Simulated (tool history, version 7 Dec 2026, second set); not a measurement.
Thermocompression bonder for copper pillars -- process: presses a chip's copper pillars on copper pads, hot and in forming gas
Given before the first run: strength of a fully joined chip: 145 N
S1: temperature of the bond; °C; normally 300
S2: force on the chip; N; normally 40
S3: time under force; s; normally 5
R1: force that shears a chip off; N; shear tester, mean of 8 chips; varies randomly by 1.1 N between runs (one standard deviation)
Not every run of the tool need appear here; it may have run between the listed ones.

run 1 hour=0 | S1=300 S2=40 S3=5 | R1=98.1
run 2 hour=56.1 | S1=300 S2=40 S3=5 | R1=99.9
run 3 hour=95.9 | S1=300 S2=54 S3=5 | R1=117.8
run 4 hour=133.2 | S1=300 S2=54 S3=5 | R1=116.8
run 5 hour=188.2 | S1=300 S2=40 S3=5 | R1=98.5
run 6 hour=226 | S1=300 S2=40 S3=5 | R1=97.7
run 7 hour=259.2 | S1=300 S2=26 S3=5 | R1=67.1
run 8 hour=293.4 | S1=300 S2=26 S3=5 | R1=67.8
run 9 hour=339.2 | S1=300 S2=26 S3=5 | R1=65.4
run 10 hour=373.3 | S1=300 S2=33 S3=5 | R1=83.4
run 11 hour=414.1 | S1=300 S2=33 S3=5 | R1=82.2
-- hour=449 forming gas filter changed
run 12 hour=449.1 | S1=300 S2=40 S3=14 | R1=122.3
run 13 hour=495.4 | S1=300 S2=40 S3=14 | R1=122.9
run 14 hour=525.5 | S1=300 S2=40 S3=5 | R1=96.8
run 15 hour=570.6 | S1=300 S2=40 S3=5 | R1=95.7
run 16 hour=605.6 | S1=300 S2=40 S3=4 | R1=88.9
run 17 hour=646.2 | S1=300 S2=40 S3=4 | R1=90.6
run 18 hour=683.3 | S1=292 S2=29 S3=5 | R1=66.9
run 19 hour=740.5 | S1=311 S2=45 S3=8 | R1=118.4
run 20 hour=769.1 | S1=311 S2=45 S3=8 | R1=118.1
-- hour=773.6 heater calibrated with a thermocouple chip
run 21 hour=796.7 | S1=275 S2=45 S3=7 | R1=94.8
run 22 hour=820.4 | S1=275 S2=45 S3=7 | R1=96
run 23 hour=871.3 | S1=285 S2=39 S3=4 | R1=76.6
run 24 hour=897 | S1=294 S2=40 S3=5 | R1=88.9
run 25 hour=927.4 | S1=283 S2=40 S3=10 | R1=99.2
run 26 hour=955.6 | S1=318 S2=26 S3=5 | R1=72.3
run 27 hour=1000.3 | S1=280 S2=40 S3=7 | R1=88
-- hour=1050.3 heater calibrated with a thermocouple chip, once more
run 28 hour=1050.3 | S1=322 S2=40 S3=8 | R1=118

Some steps in R1 between neighbouring runs. How much of each would the tool show without its hidden state too (settings, what came in, random variation), and how much is left for the hidden state, with any gauge scatter that isn't in both results?
Hidden state present: true temperature of the bond over the reading, C; force that reaches the chip, % of what is set; oxide that the forming gas leaves, % of the face; drift of the gauge itself on shear_n, %.
Run 11 -> 12: S2 33 -> 40, S3 5 -> 14, forming gas filter changed. R1 +40.1 N: hidden state +3.2, all else +36.9.
Run 18 -> 19: S1 292 -> 311, S2 29 -> 45, S3 5 -> 8. R1 +51.5 N: hidden state +0.6, all else +50.9.
Run 27 -> 28: S1 280 -> 322, S3 7 -> 8, heater calibrated with a thermocouple chip, once more. R1 +30 N: hidden state +6.7, all else +23.3.
